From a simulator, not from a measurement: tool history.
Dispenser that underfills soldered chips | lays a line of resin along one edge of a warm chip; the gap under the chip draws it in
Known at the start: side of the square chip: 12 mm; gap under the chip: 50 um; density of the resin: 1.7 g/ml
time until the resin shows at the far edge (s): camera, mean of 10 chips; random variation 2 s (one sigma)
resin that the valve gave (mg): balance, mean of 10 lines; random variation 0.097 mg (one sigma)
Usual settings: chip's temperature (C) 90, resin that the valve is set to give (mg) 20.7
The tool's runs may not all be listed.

run	hour	chip's temperature (C)	resin that the valve is set to give (mg)	time until the resin shows at the far edge (s)	resin that the valve gave (mg)
1	0.0	90	20.7	227.6	19.59
# hour 9.1: new syringe of resin
2	12.9	90	20.7	269.5	19.47
# hour 18.2: new syringe of resin
# hour 27.8: new syringe of resin
3	28.8	90	20.7	230.1	19.09
# hour 37.2: new syringe of resin
4	39.6	90	19.3	259.7	17.74
# hour 46.6: new syringe of resin
5	49.0	90	19.3	249.9	17.80
# hour 56.5: new syringe of resin
6	59.9	90	19.3	266.2	17.46
# hour 66.6: new syringe of resin
7	67.1	90	19.3	234.8	17.52
# hour 75.9: new syringe of resin
8	75.9	90	19.3	216.6	17.32
# hour 85.2: new syringe of resin
9	86.1	90	19.3	237.4	17.36
# hour 94.2: dispensing valve cleaned and set on the balance
# hour 96.0: new syringe of resin
10	100.7	90	20.7	283.9	20.70
# hour 104.9: new syringe of resin
11	108.4	90	20.7	268.8	20.67
# hour 114.6: new syringe of resin
12	119.4	90	18.4	292.5	18.25
# hour 124.1: new syringe of resin
13	130.1	83	20.7	396.3	20.32
# hour 133.6: new syringe of resin
14	141.8	83	20.7	456.1	20.20
# hour 143.1: new syringe of resin
15	150.1	90	20.7	331.9	20.13
# hour 152.6: new syringe of resin
16	158.3	93	20.7	276.8	20.15
# hour 161.6: new syringe of resin
# hour 171.4: new syringe of resin
17	171.4	93	20.7	198.5	19.99
18	179.1	96	19.2	284.5	18.35
# hour 181.6: new syringe of resin
# hour 190.8: new syringe of resin
19	190.8	92	23.6	205.3	22.23
# hour 199.8: new syringe of resin
20	203.8	102	23.9	183.5	22.69
# hour 210.1: new syringe of resin
21	211.6	102	23.9	163.1	22.33
# hour 219.8: new syringe of resin
22	219.8	85	22.3	261.9	20.78
23	227.3	85	22.3	401.5	20.58
# hour 229.6: new syringe of resin
24	235.5	91	20.7	303.9	18.92
# hour 239.0: new syringe of resin
25	244.3	91	20.7	294.5	18.85
# hour 248.3: new syringe of resin
26	254.8	98	18.2	258.7	16.41
# hour 257.9: new syringe of resin
# hour 267.6: new syringe of resin
27	268.4	98	18.2	189.5	16.47
# hour 276.9: new syringe of resin
28	279.0	83	20.2	326.9	18.17
# hour 284.8: dispensing valve cleaned and set on the balance
# hour 286.8: new syringe of resin
29	287.6	83	20.2	295.2	20.30
# hour 296.4: new syringe of resin
30	303.9	83	20.2	437.1	20.02
# hour 305.4: new syringe of resin
31	311.8	78	25.7	488.4	25.22
# hour 314.9: new syringe of resin
32	323.4	78	25.7	553.2	25.13
# hour 325.1: new syringe of resin
33	332.3	86	26.1	391.9	25.45

Measured less the same run without the tool's hidden state. The same run-to-run variation is in both; the gauge's scatter may not be:
The hidden state here: resin's viscosity, % of fresh resin's; dose that the valve gives, % of what is set; true chip temperature over the reading, C; drift of the gauge itself on fill_s, %; drift of the gauge itself on given_mg, %.
run	time until the resin shows at the far edge (s)	resin that the valve gave (mg)
1	+31.1	-1.15
2	+73.4	-1.33
3	+34.6	-1.51
4	+57.3	-1.52
5	+54.7	-1.64
6	+69.9	-1.77
7	+34.4	-1.84
8	+25.3	-1.92
9	+35.5	-2.05
10	+90.0	-0.02
11	+72.8	-0.11
12	+92.5	-0.21
13	+146.0	-0.37
14	+203.1	-0.51
15	+135.9	-0.61
16	+98.6	-0.71
17	+22.5	-0.86
18	+122.8	-0.88
19	+24.6	-1.25
20	+54.0	-1.46
21	+31.1	-1.55
22	+30.1	-1.56
23	+170.4	-1.64
24	+114.1	-1.63
25	+104.6	-1.74
26	+103.9	-1.64
27	+36.0	-1.79
28	+77.7	-2.12
29	+48.0	+0.06
30	+189.3	-0.13
31	+198.6	-0.27
32	+259.7	-0.44
33	+167.5	-0.59
